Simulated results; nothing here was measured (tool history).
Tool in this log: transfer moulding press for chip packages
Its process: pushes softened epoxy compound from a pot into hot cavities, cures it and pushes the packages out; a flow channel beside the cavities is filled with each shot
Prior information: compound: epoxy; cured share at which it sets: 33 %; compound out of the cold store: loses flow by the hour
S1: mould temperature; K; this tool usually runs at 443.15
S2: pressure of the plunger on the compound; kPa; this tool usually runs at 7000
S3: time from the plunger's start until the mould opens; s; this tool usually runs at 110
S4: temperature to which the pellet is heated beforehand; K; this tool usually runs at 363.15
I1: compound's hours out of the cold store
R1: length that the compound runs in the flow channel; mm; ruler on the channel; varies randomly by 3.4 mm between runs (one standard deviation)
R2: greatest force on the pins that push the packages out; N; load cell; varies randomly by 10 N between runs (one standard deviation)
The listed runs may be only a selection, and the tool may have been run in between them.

run	day	S1	S2	S3	S4	I1	R1	R2
1	0.000	443.15	7000	110	363.15	32.9	924	477
2	0.458	443.15	7000	110	363.15	34.7	907	471
3	0.750	443.15	7000	100	363.15	37.6	906	504
# day 0.983: cavities cleaned with cleaning compound and waxed
4	1.233	442.15	7000	110	363.15	31.1	927	469
5	1.588	443.15	7000	110	362.15	41.0	889	467
# day 1.988: plunger's sealing rings changed
6	2.129	443.15	7000	110	357.15	39.6	895	480
7	2.529	443.15	7000	110	363.15	46.5	868	462
8	2.775	443.15	7000	110	363.15	11.8	1015	464
9	3.108	443.15	7000	110	363.15	12.8	1011	470
10	3.342	443.15	7000	110	363.15	42.8	883	463
11	3.562	443.15	7000	110	363.15	22.3	966	481
# day 3.817: cavities cleaned with cleaning compound and waxed
12	4.071	443.15	7000	110	363.15	30.0	936	453
13	4.421	443.15	7000	110	363.15	19.9	984	469
14	4.875	443.15	7000	110	363.15	46.3	873	448
15	5.138	443.15	7000	110	363.15	12.1	1012	457
16	5.512	436.15	6610	110	363.15	32.0	912	585
17	5.954	438.15	6610	104	363.15	34.3	903	571
18	6.354	445.15	6610	130	363.15	29.9	901	440
# day 6.529: cavities cleaned with cleaning compound and waxed
19	6.812	447.15	7300	109	361.15	36.4	923	459
20	7.200	443.15	7000	110	363.15	38.3	896	473
21	7.442	449.15	7230	110	363.15	28.0	945	439
22	7.971	449.15	7230	110	363.15	47.3	861	426
23	8.233	449.15	7230	110	363.15	43.2	882	455
24	8.671	449.15	7230	110	363.15	24.0	962	456
# day 9.246: cavities cleaned with cleaning compound and waxed
25	9.246	444.15	7000	112	363.15	20.1	976	455
26	9.562	444.15	7000	140	365.15	31.4	927	451
27	9.821	443.15	7000	110	370.15	18.4	982	473
28	10.125	443.15	5220	110	361.15	16.7	860	470

Each row is a separate what-if for the run after 28, all from the same tool condition, not one after another. Results?
A	10.588	440.15	6190	145	363.15	44.2	?	?
B	10.588	444.15	7920	141	361.15	41.2	?	?
C	10.588	446.15	7000	110	360.15	42.6	?	?
D	10.588	443.15	5220	110	355.15	38.7	?	?
E	10.588	449.15	7000	110	363.15	40.1	?	?

run	R1	R2
A	831	441
B	941	432
C	883	442
D	776	469
E	882	449
What these runs would have given with no unlogged condition in the tool:
run	R1	R2
A	832	438
B	941	428
C	884	439
D	777	466
E	882	445
